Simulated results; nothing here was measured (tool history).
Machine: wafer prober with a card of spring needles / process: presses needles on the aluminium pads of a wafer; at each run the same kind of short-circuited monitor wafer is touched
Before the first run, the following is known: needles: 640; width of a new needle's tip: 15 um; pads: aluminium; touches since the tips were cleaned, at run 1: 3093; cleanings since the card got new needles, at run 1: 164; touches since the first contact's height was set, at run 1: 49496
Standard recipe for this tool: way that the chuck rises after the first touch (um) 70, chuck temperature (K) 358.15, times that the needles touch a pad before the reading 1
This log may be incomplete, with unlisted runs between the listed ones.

run    hour  way that the chuck rises after the first touch (um)  chuck temperature (K)  times that the needles touch a pad before the reading  touches since the tips were cleaned  cleanings since the card got new needles  touches since the first contact's height was set  resistance of one needle with its contact and lead (mohm)  way that a needle slides on the pad (um)
  1     0.0                                                   70                 358.15                                                      1                                 3093                                       164                                             49496                                                        179                                     13.25
        4.4  -- tips cleaned on abrasive film
       15.3  -- tips cleaned on abrasive film
       24.0  -- tips cleaned on abrasive film
       34.8  -- tips cleaned on abrasive film
       43.5  -- tips cleaned on abrasive film
       54.4  -- tips cleaned on abrasive film
  2    56.9                                                   70                 358.15                                                      1                                 1634                                       170                                             86285                                                        181                                     13.25
       63.4  -- tips cleaned on abrasive film
       72.1  -- tips cleaned on abrasive film
       80.8  -- tips cleaned on abrasive film
       89.5  -- tips cleaned on abrasive film
      100.4  -- tips cleaned on abrasive film
      109.1  -- tips cleaned on abrasive film
  3   114.6                                                   70                 358.15                                                      1                                 3599                                       176                                            123635                                                        183                                     13.25
      119.0  -- tips cleaned on abrasive film
      127.7  -- tips cleaned on abrasive film
      138.5  -- tips cleaned on abrasive film
      149.4  -- tips cleaned on abrasive film
      160.2  -- tips cleaned on abrasive film
      171.1  -- tips cleaned on abrasive film
  4   173.7                                                   70                 358.15                                                      1                                 1712                                       182                                            161907                                                        176                                     13.26
      180.3  -- tips cleaned on abrasive film
      189.0  -- tips cleaned on abrasive film
      197.7  -- tips cleaned on abrasive film
      206.4  -- tips cleaned on abrasive film
      217.2  -- tips cleaned on abrasive film
      228.1  -- tips cleaned on abrasive film
      238.9  -- tips cleaned on abrasive film
      241.4  -- height of the first contact set anew
      247.9  -- tips cleaned on abrasive film
  5   249.3                                                   70                 358.15                                                      1                                  907                                       190                                              5125                                                        181                                     13.22
      258.0  -- tips cleaned on abrasive film
      268.9  -- tips cleaned on abrasive film
      277.6  -- tips cleaned on abrasive film
      288.4  -- tips cleaned on abrasive film
      299.3  -- tips cleaned on abrasive film
  6   307.1                                                   70                 358.15                                                      2                                 5137                                       195                                             42604                                                        181                                     13.23
      309.4  -- tips cleaned on abrasive film
      318.1  -- tips cleaned on abrasive film
      326.8  -- tips cleaned on abrasive film
      337.6  -- tips cleaned on abrasive film
      346.3  -- tips cleaned on abrasive film
      357.2  -- tips cleaned on abrasive film
      365.9  -- tips cleaned on abrasive film
      376.7  -- tips cleaned on abrasive film
  7   381.8                                                   70                 394.15                                                      2                                 3291                                       203                                             90891                                                        189                                     13.20
      386.2  -- tips cleaned on abrasive film
      397.0  -- tips cleaned on abrasive film
      405.7  -- tips cleaned on abrasive film
      416.6  -- tips cleaned on abrasive film
      425.3  -- tips cleaned on abrasive film
      436.1  -- tips cleaned on abrasive film
      444.8  -- tips cleaned on abrasive film
      455.7  -- tips cleaned on abrasive film
  8   456.8                                                   70                 394.15                                                      2                                  718                                       211                                            139420                                                        190                                     13.19
      465.5  -- tips cleaned on abrasive film
      474.2  -- tips cleaned on abrasive film
      485.0  -- tips cleaned on abrasive film
      495.9  -- tips cleaned on abrasive film
      504.6  -- tips cleaned on abrasive film
      515.4  -- tips cleaned on abrasive film
      524.1  -- tips cleaned on abrasive film
  9   528.1                                                   70                 358.15                                                      1                                 2620                                       218                                            185631                                                        180                                     13.19
      534.7  -- tips cleaned on abrasive film
      545.5  -- tips cleaned on abrasive film
      556.4  -- tips cleaned on abrasive film
      558.9  -- height of the first contact set anew
      566.4  -- tips cleaned on abrasive film
 10   566.4                                                   53                 358.15                                                      1                                    0                                       222                                              4840                                                        186                                      9.99
      575.1  -- tips cleaned on abrasive film
      585.9  -- tips cleaned on abrasive film
      596.8  -- tips cleaned on abrasive film
 11   598.0                                                   70                 304.15                                                      1                                  792                                       225                                             25319                                                        169                                     13.22
      606.7  -- tips cleaned on abrasive film
      615.4  -- tips cleaned on abrasive film
      626.2  -- tips cleaned on abrasive film
      634.9  -- tips cleaned on abrasive film
      645.8  -- tips cleaned on abrasive film
 12   648.8                                                   70                 304.15                                                      1                                 1980                                       230                                             58235                                                        171                                     13.20
      655.4  -- tips cleaned on abrasive film
      664.1  -- tips cleaned on abrasive film
      674.9  -- tips cleaned on abrasive film
 13   681.8                                                   72                 324.15                                                      2                                 4516                                       233                                             79625                                                        179                                     13.56
      684.1  -- tips cleaned on abrasive film
      692.8  -- tips cleaned on abrasive film
      701.5  -- tips cleaned on abrasive film
      712.3  -- tips cleaned on abrasive film
 14   713.4                                                   70                 307.15                                                      2                                  686                                       237                                             99993                                                        169                                     13.17
      722.1  -- tips cleaned on abrasive film
      732.9  -- tips cleaned on abrasive film
      743.8  -- tips cleaned on abrasive film
      754.6  -- tips cleaned on abrasive film
 15   754.8                                                   51                 351.15                                                      2                                  132                                       241                                            126841                                                        185                                      9.62
      763.5  -- tips cleaned on abrasive film
      774.4  -- tips cleaned on abrasive film
      785.2  -- tips cleaned on abrasive film
      796.1  -- tips cleaned on abrasive film
      804.8  -- tips cleaned on abrasive film
 16   812.6                                                   51                 351.15                                                      2                                 5139                                       246                                            164318                                                        183                                      9.60
      814.9  -- tips cleaned on abrasive film
      823.6  -- tips cleaned on abrasive film
      834.4  -- tips cleaned on abrasive film
      843.1  -- tips cleaned on abrasive film
      854.0  -- tips cleaned on abrasive film
 17   856.1                                                   67                 381.15                                                      3                                 1364                                       251                                            192398                                                        186                                     12.62
      864.8  -- tips cleaned on abrasive film
      873.5  -- tips cleaned on abrasive film
      875.9  -- height of the first contact set anew
      884.6  -- tips cleaned on abrasive film
      893.3  -- tips cleaned on abrasive film
      904.2  -- tips cleaned on abrasive film
      912.9  -- tips cleaned on abrasive film
      921.6  -- tips cleaned on abrasive film
 18   928.9                                                   62                 349.15                                                      3                                 4810                                       258                                             34339                                                        180                                     11.64
      931.2  -- tips cleaned on abrasive film
      942.0  -- tips cleaned on abrasive film
      950.8  -- tips cleaned on abrasive film
      961.6  -- tips cleaned on abrasive film
      970.3  -- tips cleaned on abrasive film
      979.0  -- tips cleaned on abrasive film
      989.9  -- tips cleaned on abrasive film
      998.6  -- tips cleaned on abrasive film
 19  1000.7                                                   53                 331.15                                                      1                                 1384                                       266                                             80720                                                        178                                      9.98
     1009.4  -- tips cleaned on abrasive film
     1018.1  -- tips cleaned on abrasive film
     1026.8  -- tips cleaned on abrasive film
     1037.6  -- tips cleaned on abrasive film
     1048.5  -- tips cleaned on abrasive film
     1057.2  -- tips cleaned on abrasive film
     1068.0  -- tips cleaned on abrasive film
 20  1068.8                                                   53                 331.15                                                      1                                  471                                       273                                            124782                                                        180                                      9.97
     1077.5  -- tips cleaned on abrasive film
     1086.2  -- tips cleaned on abrasive film
     1097.0  -- tips cleaned on abrasive film
     1105.7  -- tips cleaned on abrasive film
     1116.6  -- tips cleaned on abrasive film
     1127.4  -- tips cleaned on abrasive film
     1138.3  -- tips cleaned on abrasive film
 21  1138.5                                                   54                 336.15                                                      3                                  164                                       280                                            169943                                                        184                                     10.18
     1147.2  -- tips cleaned on abrasive film
     1158.1  -- tips cleaned on abrasive film
     1168.9  -- tips cleaned on abrasive film
     1179.8  -- tips cleaned on abrasive film
     1190.3  -- tips cleaned on abrasive film
 22  1190.3                                                   54                 336.15                                                      3                                    0                                       285                                            203483                                                        182                                     10.11
     1192.8  -- height of the first contact set anew
     1199.3  -- tips cleaned on abrasive film
     1208.0  -- tips cleaned on abrasive film
     1218.9  -- tips cleaned on abrasive film
     1229.7  -- tips cleaned on abrasive film
     1238.4  -- tips cleaned on abrasive film
     1249.3  -- tips cleaned on abrasive film
     1258.0  -- tips cleaned on abrasive film
 23  1265.5                                                   54                 307.15                                                      1                                 4922                                       292                                             47107                                                        173                                     10.11

Each row is a separate what-if for the run after 23, all from the same tool condition, not one after another. Results?
     1267.8  -- tips cleaned on abrasive film
     1278.6  -- tips cleaned on abrasive film
     1287.3  -- tips cleaned on abrasive film
     1298.2  -- tips cleaned on abrasive film
     1306.9  -- tips cleaned on abrasive film
     1317.7  -- tips cleaned on abrasive film
     1328.6  -- tips cleaned on abrasive film
     1339.4  -- tips cleaned on abrasive film
  A  1340.5                                                   70                 312.15                                                      3                                  689                                       300                                             95606                                                          ?                                         ?
     1267.8  -- tips cleaned on abrasive film
     1278.6  -- tips cleaned on abrasive film
     1287.3  -- tips cleaned on abrasive film
     1298.2  -- tips cleaned on abrasive film
     1306.9  -- tips cleaned on abrasive film
     1317.7  -- tips cleaned on abrasive film
     1328.6  -- tips cleaned on abrasive film
     1339.4  -- tips cleaned on abrasive film
  B  1340.5                                                   54                 307.15                                                      1                                  689                                       300                                             95606                                                          ?                                         ?
     1267.8  -- tips cleaned on abrasive film
     1278.6  -- tips cleaned on abrasive film
     1287.3  -- tips cleaned on abrasive film
     1298.2  -- tips cleaned on abrasive film
     1306.9  -- tips cleaned on abrasive film
     1317.7  -- tips cleaned on abrasive film
     1328.6  -- tips cleaned on abrasive film
     1339.4  -- tips cleaned on abrasive film
  C  1340.5                                                   70                 358.15                                                      1                                  689                                       300                                             95606                                                          ?                                         ?

run  resistance of one needle with its contact and lead (mohm)  way that a needle slides on the pad (um)
  A                                                        173                                     13.06
  B                                                        176                                     10.12
  C                                                        182                                     13.10
Take away the tool's hidden state, keep each run's random variation, and the runs would have read:
run  resistance of one needle with its contact and lead (mohm)  way that a needle slides on the pad (um)
  A                                                        173                                     13.24
  B                                                        176                                     10.25
  C                                                        182                                     13.27
